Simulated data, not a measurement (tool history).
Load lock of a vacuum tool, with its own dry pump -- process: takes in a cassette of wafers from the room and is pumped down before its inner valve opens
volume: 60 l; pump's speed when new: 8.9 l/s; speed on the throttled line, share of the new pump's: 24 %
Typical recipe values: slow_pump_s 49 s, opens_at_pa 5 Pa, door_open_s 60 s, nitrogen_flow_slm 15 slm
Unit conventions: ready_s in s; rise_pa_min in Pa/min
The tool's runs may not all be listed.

| run | day | slow_pump_s | opens_at_pa | door_open_s | nitrogen_flow_slm | incoming humidity of the room's air, % | ready_s | rise_pa_min |
|---|---|---|---|---|---|---|---|---|
| 1 | 0 | 49 | 5 | 60 | 15 | 46 | 106.6 | 0.082 |
| 2 | 22.15 | 49 | 5 | 60 | 15 | 46.3 | 108.5 | 0.082 |
| 3 | 37.6 | 49 | 5 | 60 | 15 | 45 | 106.9 | 0.082 |
| 4 | 58.679 | 49 | 5 | 60 | 28 | 44.7 | 108.9 | 0.073 |
| 5 | 74.875 | 49 | 5 | 60 | 28 | 44.5 | 108.3 | 0.086 |
| 6 | 96.058 | 49 | 5 | 60 | 15 | 45.2 | 109.9 | 0.091 |
| 7 | 114.783 | 49 | 5 | 60 | 15 | 44.5 | 108.6 | 0.099 |
| 8 | 142.717 | 49 | 5 | 60 | 15 | 42 | 109.3 | 0.105 |
| 9 | 168.112 | 49 | 5 | 60 | 15 | 45.4 | 109 | 0.11 |
| 10 | 180.417 | 55 | 8 | 53 | 15 | 47.2 | 111 | 0.116 |
| 11 | 201.2 | 86 | 7 | 76 | 24 | 44 | 134.8 | 0.11 |
| 12 | 217.521 | 86 | 7 | 76 | 24 | 39.6 | 133.8 | 0.114 |
| 13 | 242.479 | 49 | 10 | 60 | 15 | 45.4 | 105.8 | 0.13 |
| 14 | 260.975 | 49 | 10 | 60 | 15 | 47 | 107.1 | 0.135 |
| 15 | 283.512 | 40 | 5 | 60 | 41 | 44.2 | 105.3 | 0.121 |
| 16 | 308.983 | 40 | 7 | 60 | 41 | 43.1 | 103.8 | 0.127 |

Branching from run 16: 4 alternative next runs. What would each branch give?
| A | 329.504 | 55 | 7 | 60 | 13 | 44.5 | ? | ? |
| B | 329.504 | 49 | 5 | 70 | 15 | 45.1 | ? | ? |
| C | 329.504 | 40 | 5 | 60 | 41 | 46.2 | ? | ? |
| D | 329.504 | 49 | 6 | 169 | 14 | 46.4 | ? | ? |

| run | ready_s | rise_pa_min |
|---|---|---|
| A | 115 | 0.15 |
| B | 114.1 | 0.163 |
| C | 106.3 | 0.134 |
| D | 112.5 | 0.19 |
With no hidden state in the tool, these same runs would have given:
| run | ready_s | rise_pa_min |
|---|---|---|
| A | 106.8 | 0.04 |
| B | 105.3 | 0.051 |
| C | 97.3 | 0.024 |
| D | 103.8 | 0.078 |
